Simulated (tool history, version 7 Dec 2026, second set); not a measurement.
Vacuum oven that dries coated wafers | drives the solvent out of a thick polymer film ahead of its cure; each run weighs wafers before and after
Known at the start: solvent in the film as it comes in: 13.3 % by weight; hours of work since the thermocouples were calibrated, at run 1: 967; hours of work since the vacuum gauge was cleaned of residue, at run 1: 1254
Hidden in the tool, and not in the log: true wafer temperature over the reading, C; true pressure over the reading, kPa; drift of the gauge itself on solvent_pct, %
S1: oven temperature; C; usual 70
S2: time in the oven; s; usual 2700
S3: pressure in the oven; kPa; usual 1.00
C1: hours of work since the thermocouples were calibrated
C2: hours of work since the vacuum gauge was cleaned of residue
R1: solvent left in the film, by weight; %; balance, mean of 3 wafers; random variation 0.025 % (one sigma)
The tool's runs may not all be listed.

run	hour	S1	S2	S3	C1	C2	R1
1	0.0	70	2700	1.00	967	1254	2.92
2	36.0	70	2700	2.58	984	1271	3.20
3	113.6	70	2700	1.00	1021	1308	2.92
4	167.9	70	2700	1.00	1047	1334	2.92
5	225.0	70	2700	1.00	1074	1361	2.92
6	300.7	70	2700	1.00	1110	1397	2.92
7	350.0	78	2700	0.84	1134	1420	1.67
8	397.8	78	2700	0.84	1156	1443	1.67
# hour 413.2: vacuum gauge cleaned of residue and calibrated
9	472.9	79	3360	0.83	1191	28	1.00
10	518.4	72	2940	2.24	1213	50	2.47

3 ways to go on from here, each from the tool as it stands after run 10. What would each give?
A	571.1	56	3780	1.33	1238	75	?
B	571.1	72	2940	2.49	1238	75	?
C	571.1	78	1380	3.66	1238	75	?

run	R1
A	4.27
B	2.55
C	4.44
Without the tool's hidden state the same runs would have given:
run	R1
A	4.28
B	2.56
C	4.45
